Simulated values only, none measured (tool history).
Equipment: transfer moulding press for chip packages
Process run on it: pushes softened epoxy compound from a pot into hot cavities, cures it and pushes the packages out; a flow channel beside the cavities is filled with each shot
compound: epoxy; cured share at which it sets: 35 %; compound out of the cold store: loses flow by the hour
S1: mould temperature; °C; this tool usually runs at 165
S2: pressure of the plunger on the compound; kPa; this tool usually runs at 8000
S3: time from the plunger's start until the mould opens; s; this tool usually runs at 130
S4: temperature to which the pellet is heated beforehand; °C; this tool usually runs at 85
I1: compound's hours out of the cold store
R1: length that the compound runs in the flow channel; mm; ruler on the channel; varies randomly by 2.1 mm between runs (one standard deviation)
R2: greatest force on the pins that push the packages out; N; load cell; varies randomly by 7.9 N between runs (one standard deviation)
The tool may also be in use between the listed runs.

{"run": 1, "hour": 0.0, "S1": 165, "S2": 8000, "S3": 130, "S4": 85, "I1": 32.3, "R1": 660, "R2": 329}
{"run": 2, "hour": 12.9, "S1": 165, "S2": 8000, "S3": 130, "S4": 85, "I1": 12.2, "R1": 730, "R2": 350}
{"hour": 30.2, "done": "mould's thermocouples calibrated"}
{"hour": 35.1, "done": "cavities cleaned with cleaning compound and waxed"}
{"run": 3, "hour": 40.9, "S1": 165, "S2": 8000, "S3": 130, "S4": 85, "I1": 24.1, "R1": 686, "R2": 339}
{"run": 4, "hour": 61.5, "S1": 165, "S2": 9890, "S3": 130, "S4": 85, "I1": 34.9, "R1": 726, "R2": 330}
{"run": 5, "hour": 85.1, "S1": 165, "S2": 9890, "S3": 130, "S4": 85, "I1": 8.2, "R1": 831, "R2": 364}
{"run": 6, "hour": 96.8, "S1": 165, "S2": 9890, "S3": 130, "S4": 85, "I1": 20.5, "R1": 777, "R2": 352}
{"run": 7, "hour": 119.4, "S1": 165, "S2": 9890, "S3": 130, "S4": 85, "I1": 23.0, "R1": 769, "R2": 335}
{"run": 8, "hour": 135.6, "S1": 165, "S2": 8910, "S3": 130, "S4": 85, "I1": 27.5, "R1": 714, "R2": 343}
{"hour": 140.5, "done": "plunger's sealing rings changed"}
{"hour": 142.0, "done": "cavities cleaned with cleaning compound and waxed"}
{"run": 9, "hour": 157.1, "S1": 165, "S2": 9580, "S3": 130, "S4": 85, "I1": 22.8, "R1": 762, "R2": 348}
{"run": 10, "hour": 169.5, "S1": 165, "S2": 9580, "S3": 130, "S4": 85, "I1": 8.6, "R1": 815, "R2": 358}
{"run": 11, "hour": 194.5, "S1": 165, "S2": 9580, "S3": 130, "S4": 85, "I1": 37.5, "R1": 709, "R2": 326}
{"run": 12, "hour": 206.6, "S1": 165, "S2": 9580, "S3": 130, "S4": 85, "I1": 30.4, "R1": 732, "R2": 343}
{"run": 13, "hour": 223.4, "S1": 165, "S2": 9940, "S3": 130, "S4": 85, "I1": 27.1, "R1": 758, "R2": 342}
{"run": 14, "hour": 236.6, "S1": 165, "S2": 9940, "S3": 130, "S4": 85, "I1": 39.5, "R1": 712, "R2": 326}
{"hour": 244.5, "done": "cavities cleaned with cleaning compound and waxed"}
{"run": 15, "hour": 257.7, "S1": 165, "S2": 9020, "S3": 152, "S4": 89, "I1": 33.5, "R1": 701, "R2": 288}
{"run": 16, "hour": 275.4, "S1": 165, "S2": 9020, "S3": 152, "S4": 89, "I1": 16.1, "R1": 762, "R2": 302}
{"run": 17, "hour": 300.0, "S1": 165, "S2": 9020, "S3": 152, "S4": 89, "I1": 28.2, "R1": 721, "R2": 283}
{"run": 18, "hour": 314.8, "S1": 170, "S2": 8000, "S3": 117, "S4": 88, "I1": 15.0, "R1": 705, "R2": 309}
{"run": 19, "hour": 340.3, "S1": 170, "S2": 8000, "S3": 117, "S4": 88, "I1": 17.8, "R1": 693, "R2": 306}
{"hour": 347.6, "done": "cavities cleaned with cleaning compound and waxed"}
{"run": 20, "hour": 356.7, "S1": 165, "S2": 6090, "S3": 118, "S4": 85, "I1": 47.9, "R1": 537, "R2": 367}
{"run": 21, "hour": 381.8, "S1": 172, "S2": 7210, "S3": 113, "S4": 86, "I1": 47.9, "R1": 561, "R2": 298}
{"run": 22, "hour": 404.3, "S1": 158, "S2": 7570, "S3": 113, "S4": 86, "I1": 27.1, "R1": 689, "R2": 728}
{"run": 23, "hour": 425.4, "S1": 165, "S2": 6140, "S3": 130, "S4": 85, "I1": 9.7, "R1": 651, "R2": 370}
{"run": 24, "hour": 440.7, "S1": 165, "S2": 6120, "S3": 137, "S4": 84, "I1": 47.0, "R1": 538, "R2": 307}
{"hour": 450.6, "done": "cavities cleaned with cleaning compound and waxed"}
{"run": 25, "hour": 464.1, "S1": 165, "S2": 6120, "S3": 137, "S4": 84, "I1": 44.1, "R1": 547, "R2": 318}
{"run": 26, "hour": 488.3, "S1": 165, "S2": 6120, "S3": 137, "S4": 84, "I1": 17.8, "R1": 623, "R2": 310}
{"run": 27, "hour": 507.7, "S1": 172, "S2": 6580, "S3": 166, "S4": 83, "I1": 41.8, "R1": 556, "R2": 262}
{"run": 28, "hour": 532.0, "S1": 167, "S2": 6580, "S3": 166, "S4": 83, "I1": 27.3, "R1": 611, "R2": 268}

Consider 4 possible next runs. They are alternatives, not a sequence: every one starts from the tool as it was left by run 28. What does each give?
{"run": "A", "hour": 543.0, "S1": 165, "S2": 6020, "S3": 139, "S4": 88, "I1": 45.8, "R1": "?", "R2": "?"}
{"run": "B", "hour": 543.0, "S1": 171, "S2": 9760, "S3": 166, "S4": 92, "I1": 11.7, "R1": "?", "R2": "?"}
{"run": "C", "hour": 543.0, "S1": 165, "S2": 7020, "S3": 132, "S4": 86, "I1": 17.7, "R1": "?", "R2": "?"}
{"run": "D", "hour": 543.0, "S1": 165, "S2": 9550, "S3": 130, "S4": 85, "I1": 17.1, "R1": "?", "R2": "?"}

run=A R1=539 R2=298
run=B R1=786 R2=268
run=C R1=666 R2=350
run=D R1=784 R2=356
Stripped of hidden state, with their random variation kept, the same runs would have yielded:
run=A R1=540 R2=294
run=B R1=787 R2=264
run=C R1=667 R2=345
run=D R1=785 R2=351
